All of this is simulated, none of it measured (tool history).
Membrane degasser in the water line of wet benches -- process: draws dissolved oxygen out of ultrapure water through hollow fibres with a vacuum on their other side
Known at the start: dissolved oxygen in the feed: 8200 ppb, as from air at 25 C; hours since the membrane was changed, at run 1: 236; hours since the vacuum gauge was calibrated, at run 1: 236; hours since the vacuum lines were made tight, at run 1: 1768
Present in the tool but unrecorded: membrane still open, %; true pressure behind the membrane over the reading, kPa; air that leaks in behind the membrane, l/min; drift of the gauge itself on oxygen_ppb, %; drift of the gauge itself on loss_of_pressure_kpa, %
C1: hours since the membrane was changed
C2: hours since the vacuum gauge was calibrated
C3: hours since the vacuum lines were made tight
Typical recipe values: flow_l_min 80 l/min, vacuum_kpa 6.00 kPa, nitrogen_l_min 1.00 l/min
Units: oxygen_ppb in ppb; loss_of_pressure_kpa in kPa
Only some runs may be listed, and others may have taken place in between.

{"run": 1, "hour": 0.0, "flow_l_min": 80, "vacuum_kpa": 6.0, "nitrogen_l_min": 1.0, "C1": 236, "C2": 236, "C3": 1768, "oxygen_ppb": 477.7, "loss_of_pressure_kpa": 40.01}
{"run": 2, "hour": 144.3, "flow_l_min": 80, "vacuum_kpa": 6.0, "nitrogen_l_min": 1.0, "C1": 380, "C2": 380, "C3": 1913, "oxygen_ppb": 479.5, "loss_of_pressure_kpa": 39.99}
{"run": 3, "hour": 276.7, "flow_l_min": 80, "vacuum_kpa": 6.0, "nitrogen_l_min": 1.0, "C1": 513, "C2": 513, "C3": 2045, "oxygen_ppb": 474.9, "loss_of_pressure_kpa": 39.97}
{"run": 4, "hour": 411.6, "flow_l_min": 80, "vacuum_kpa": 6.0, "nitrogen_l_min": 1.0, "C1": 648, "C2": 648, "C3": 2180, "oxygen_ppb": 479.0, "loss_of_pressure_kpa": 40.06}
{"run": 5, "hour": 490.4, "flow_l_min": 80, "vacuum_kpa": 6.0, "nitrogen_l_min": 1.0, "C1": 726, "C2": 726, "C3": 2259, "oxygen_ppb": 477.8, "loss_of_pressure_kpa": 40.08}
{"run": 6, "hour": 597.6, "flow_l_min": 80, "vacuum_kpa": 6.0, "nitrogen_l_min": 1.0, "C1": 834, "C2": 834, "C3": 2366, "oxygen_ppb": 479.6, "loss_of_pressure_kpa": 40.16}
{"run": 7, "hour": 762.3, "flow_l_min": 80, "vacuum_kpa": 6.0, "nitrogen_l_min": 1.0, "C1": 998, "C2": 998, "C3": 2531, "oxygen_ppb": 477.4, "loss_of_pressure_kpa": 40.18}
{"run": 8, "hour": 950.9, "flow_l_min": 80, "vacuum_kpa": 6.0, "nitrogen_l_min": 1.0, "C1": 1187, "C2": 1187, "C3": 2719, "oxygen_ppb": 479.6, "loss_of_pressure_kpa": 40.15}
{"run": 9, "hour": 1137.8, "flow_l_min": 80, "vacuum_kpa": 6.0, "nitrogen_l_min": 1.0, "C1": 1374, "C2": 1374, "C3": 2906, "oxygen_ppb": 474.5, "loss_of_pressure_kpa": 39.91}
{"run": 10, "hour": 1239.8, "flow_l_min": 116, "vacuum_kpa": 6.0, "nitrogen_l_min": 1.0, "C1": 1476, "C2": 1476, "C3": 3008, "oxygen_ppb": 708.5, "loss_of_pressure_kpa": 58.28}
{"run": 11, "hour": 1417.0, "flow_l_min": 80, "vacuum_kpa": 6.0, "nitrogen_l_min": 1.0, "C1": 1653, "C2": 1653, "C3": 3185, "oxygen_ppb": 473.6, "loss_of_pressure_kpa": 39.96}
{"run": 12, "hour": 1575.8, "flow_l_min": 80, "vacuum_kpa": 6.0, "nitrogen_l_min": 1.0, "C1": 1812, "C2": 1812, "C3": 3344, "oxygen_ppb": 478.6, "loss_of_pressure_kpa": 40.0}
{"run": 13, "hour": 1758.4, "flow_l_min": 80, "vacuum_kpa": 6.0, "nitrogen_l_min": 1.0, "C1": 1994, "C2": 1994, "C3": 3527, "oxygen_ppb": 477.6, "loss_of_pressure_kpa": 40.15}
{"run": 14, "hour": 1903.4, "flow_l_min": 80, "vacuum_kpa": 5.77, "nitrogen_l_min": 1.0, "C1": 2139, "C2": 2139, "C3": 3672, "oxygen_ppb": 453.2, "loss_of_pressure_kpa": 40.2}
{"run": 15, "hour": 2070.4, "flow_l_min": 80, "vacuum_kpa": 5.77, "nitrogen_l_min": 1.0, "C1": 2306, "C2": 2306, "C3": 3839, "oxygen_ppb": 448.1, "loss_of_pressure_kpa": 40.09}
{"run": 16, "hour": 2184.1, "flow_l_min": 80, "vacuum_kpa": 6.0, "nitrogen_l_min": 2.7, "C1": 2420, "C2": 2420, "C3": 3953, "oxygen_ppb": 294.0, "loss_of_pressure_kpa": 40.06}
{"run": 17, "hour": 2330.1, "flow_l_min": 80, "vacuum_kpa": 6.0, "nitrogen_l_min": 2.7, "C1": 2566, "C2": 2566, "C3": 4099, "oxygen_ppb": 290.7, "loss_of_pressure_kpa": 40.08}
{"run": 18, "hour": 2499.0, "flow_l_min": 75, "vacuum_kpa": 6.0, "nitrogen_l_min": 2.09, "C1": 2735, "C2": 2735, "C3": 4268, "oxygen_ppb": 301.2, "loss_of_pressure_kpa": 37.56}
{"run": 19, "hour": 2636.3, "flow_l_min": 59, "vacuum_kpa": 10.92, "nitrogen_l_min": 2.4, "C1": 2872, "C2": 2872, "C3": 4405, "oxygen_ppb": 444.3, "loss_of_pressure_kpa": 29.59}
{"run": 20, "hour": 2762.5, "flow_l_min": 80, "vacuum_kpa": 10.29, "nitrogen_l_min": 0.56, "C1": 2998, "C2": 2998, "C3": 4531, "oxygen_ppb": 1321.3, "loss_of_pressure_kpa": 39.99}
{"run": 21, "hour": 2842.7, "flow_l_min": 84, "vacuum_kpa": 8.61, "nitrogen_l_min": 1.23, "C1": 3079, "C2": 3079, "C3": 4611, "oxygen_ppb": 739.3, "loss_of_pressure_kpa": 42.18}
{"run": 22, "hour": 3018.7, "flow_l_min": 80, "vacuum_kpa": 6.0, "nitrogen_l_min": 1.26, "C1": 3255, "C2": 3255, "C3": 4787, "oxygen_ppb": 428.1, "loss_of_pressure_kpa": 40.32}
{"run": 23, "hour": 3096.7, "flow_l_min": 62, "vacuum_kpa": 6.0, "nitrogen_l_min": 1.0, "C1": 3333, "C2": 3333, "C3": 4865, "oxygen_ppb": 363.1, "loss_of_pressure_kpa": 31.19}
{"run": 24, "hour": 3231.4, "flow_l_min": 71, "vacuum_kpa": 6.0, "nitrogen_l_min": 0.49, "C1": 3467, "C2": 3467, "C3": 5000, "oxygen_ppb": 600.8, "loss_of_pressure_kpa": 35.68}
{"hour": 3344.5, "done": "seals of the vacuum lines changed"}
{"run": 25, "hour": 3383.5, "flow_l_min": 71, "vacuum_kpa": 10.19, "nitrogen_l_min": 0.97, "C1": 3617, "C2": 3617, "C3": 39, "oxygen_ppb": 895.7, "loss_of_pressure_kpa": 35.62}
{"run": 26, "hour": 3555.3, "flow_l_min": 78, "vacuum_kpa": 12.16, "nitrogen_l_min": 0.97, "C1": 3789, "C2": 3789, "C3": 211, "oxygen_ppb": 1191.0, "loss_of_pressure_kpa": 38.96}
{"run": 27, "hour": 3720.5, "flow_l_min": 78, "vacuum_kpa": 12.16, "nitrogen_l_min": 2.98, "C1": 3954, "C2": 3954, "C3": 376, "oxygen_ppb": 587.7, "loss_of_pressure_kpa": 39.1}
{"run": 28, "hour": 3848.9, "flow_l_min": 59, "vacuum_kpa": 6.0, "nitrogen_l_min": 2.05, "C1": 4083, "C2": 4083, "C3": 504, "oxygen_ppb": 222.3, "loss_of_pressure_kpa": 29.35}
{"run": 29, "hour": 3979.6, "flow_l_min": 59, "vacuum_kpa": 4.08, "nitrogen_l_min": 1.22, "C1": 4214, "C2": 4214, "C3": 635, "oxygen_ppb": 135.9, "loss_of_pressure_kpa": 29.59}
{"run": 30, "hour": 4095.9, "flow_l_min": 65, "vacuum_kpa": 6.0, "nitrogen_l_min": 0.53, "C1": 4330, "C2": 4330, "C3": 751, "oxygen_ppb": 529.9, "loss_of_pressure_kpa": 32.42}
{"run": 31, "hour": 4185.5, "flow_l_min": 109, "vacuum_kpa": 5.02, "nitrogen_l_min": 0.53, "C1": 4419, "C2": 4419, "C3": 841, "oxygen_ppb": 628.0, "loss_of_pressure_kpa": 54.61}
{"run": 32, "hour": 4340.5, "flow_l_min": 80, "vacuum_kpa": 4.55, "nitrogen_l_min": 0.54, "C1": 4574, "C2": 4574, "C3": 996, "oxygen_ppb": 372.0, "loss_of_pressure_kpa": 39.99}

What if the next run were any one of these 4? Each begins from the tool's condition after run 32:
{"run": "A", "hour": 4487.4, "flow_l_min": 51, "vacuum_kpa": 4.55, "nitrogen_l_min": 0.54, "C1": 4721, "C2": 4721, "C3": 1143, "oxygen_ppb": "?", "loss_of_pressure_kpa": "?"}
{"run": "B", "hour": 4487.4, "flow_l_min": 101, "vacuum_kpa": 6.0, "nitrogen_l_min": 0.57, "C1": 4721, "C2": 4721, "C3": 1143, "oxygen_ppb": "?", "loss_of_pressure_kpa": "?"}
{"run": "C", "hour": 4487.4, "flow_l_min": 80, "vacuum_kpa": 12.87, "nitrogen_l_min": 2.48, "C1": 4721, "C2": 4721, "C3": 1143, "oxygen_ppb": "?", "loss_of_pressure_kpa": "?"}
{"run": "D", "hour": 4487.4, "flow_l_min": 85, "vacuum_kpa": 4.55, "nitrogen_l_min": 0.54, "C1": 4721, "C2": 4721, "C3": 1143, "oxygen_ppb": "?", "loss_of_pressure_kpa": "?"}

run=A oxygen_ppb=230.9 loss_of_pressure_kpa=25.55
run=B oxygen_ppb=758.1 loss_of_pressure_kpa=50.60
run=C oxygen_ppb=716.1 loss_of_pressure_kpa=40.23
run=D oxygen_ppb=401.9 loss_of_pressure_kpa=42.66
Take away the tool's hidden state, keep each run's random variation, and the runs would have read:
run=A oxygen_ppb=230.5 loss_of_pressure_kpa=25.54
run=B oxygen_ppb=757.5 loss_of_pressure_kpa=50.59
run=C oxygen_ppb=715.9 loss_of_pressure_kpa=40.23
run=D oxygen_ppb=401.3 loss_of_pressure_kpa=42.65

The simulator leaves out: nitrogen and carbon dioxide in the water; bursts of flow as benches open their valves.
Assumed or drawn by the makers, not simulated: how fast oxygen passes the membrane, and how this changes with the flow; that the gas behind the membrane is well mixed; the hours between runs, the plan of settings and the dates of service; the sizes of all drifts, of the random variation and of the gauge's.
